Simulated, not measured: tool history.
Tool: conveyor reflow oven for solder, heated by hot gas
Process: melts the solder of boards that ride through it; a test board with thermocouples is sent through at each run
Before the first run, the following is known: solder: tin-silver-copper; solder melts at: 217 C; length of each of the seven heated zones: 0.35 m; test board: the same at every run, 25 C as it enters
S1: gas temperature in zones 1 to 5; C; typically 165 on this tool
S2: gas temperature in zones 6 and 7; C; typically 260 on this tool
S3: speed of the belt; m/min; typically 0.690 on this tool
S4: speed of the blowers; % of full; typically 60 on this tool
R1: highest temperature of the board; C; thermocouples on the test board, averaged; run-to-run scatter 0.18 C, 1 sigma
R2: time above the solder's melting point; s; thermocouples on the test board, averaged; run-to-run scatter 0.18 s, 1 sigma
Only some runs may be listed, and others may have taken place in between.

run    hour   S1   S2     S3  S4     R1    R2
  1     0.0  165  260  0.690  60  247.4  40.9
  2    29.3  165  260  0.690  60  247.6  41.0
  3    87.8  165  260  0.690  60  247.4  40.9
  4   125.8  151  260  0.690  60  245.1  36.7
  5   167.3  151  260  0.690  60  245.6  36.7
  6   229.4  165  273  0.690  60  259.0  47.5
  7   271.3  165  273  0.690  60  259.1  47.5
  8   308.6  165  260  0.690  60  247.2  41.3
  9   372.7  165  260  0.690  60  247.4  41.6
 10   439.2  165  260  0.690  60  247.4  41.3
 11   499.2  165  260  0.765  60  244.4  34.6
 12   531.4  165  260  0.690  60  247.4  41.5
 13   585.6  165  260  0.690  60  247.6  41.3
 14   627.6  165  260  0.690  60  247.3  41.3
 15   694.1  165  260  0.614  60  250.3  49.4
 16   720.9  165  260  0.823  61  242.1  30.0
 17   759.3  165  271  0.785  60  253.1  38.3
 18   786.9  165  256  0.586  60  247.3  50.5
 19   822.0  165  256  0.596  51  245.6  47.1
 20   885.0  165  256  0.596  51  245.6  47.4
 21   929.4  178  274  0.690  55  261.0  51.6
 22   980.9  178  274  0.690  61  261.8  52.4
 23  1041.3  156  269  0.690  61  254.5  43.1
 24  1069.9  163  272  0.690  60  258.0  46.7
 25  1134.5  163  272  0.690  60  258.1  46.7
 26  1165.3  176  260  0.690  60  249.2  45.2
 27  1215.3  176  260  0.690  60  249.2  45.2
 28  1279.0  169  260  0.627  60  250.2  49.6
 29  1314.3  162  260  0.690  60  246.9  40.4

Missing from the log above: 4 entries noted between runs. For each, name the pair of listed runs it sits between and say how the tool's hidden condition differs from the listed run just before to the listed run just after:
Runs 2 to 3: thermocouples of zones 6 and 7 changed (hour 72.7)
  true gas temperature in zones 6 and 7 over the reading, C: 0.05 -> 0
Runs 7 to 8: flux residue cleaned out of gas plates and filters (hour 287.4)
  heat that the gas passes to the board, % of a clean oven's: 99.7 -> 100
Runs 19 to 20: flux residue cleaned out of gas plates and filters (hour 885.0)
  heat that the gas passes to the board, % of a clean oven's: 99.7 -> 100
Runs 24 to 25: belt drive overhauled, speed set with a stopwatch (hour 1134.5)
  belt's true speed, % of the reading: 99.95 -> 99.99
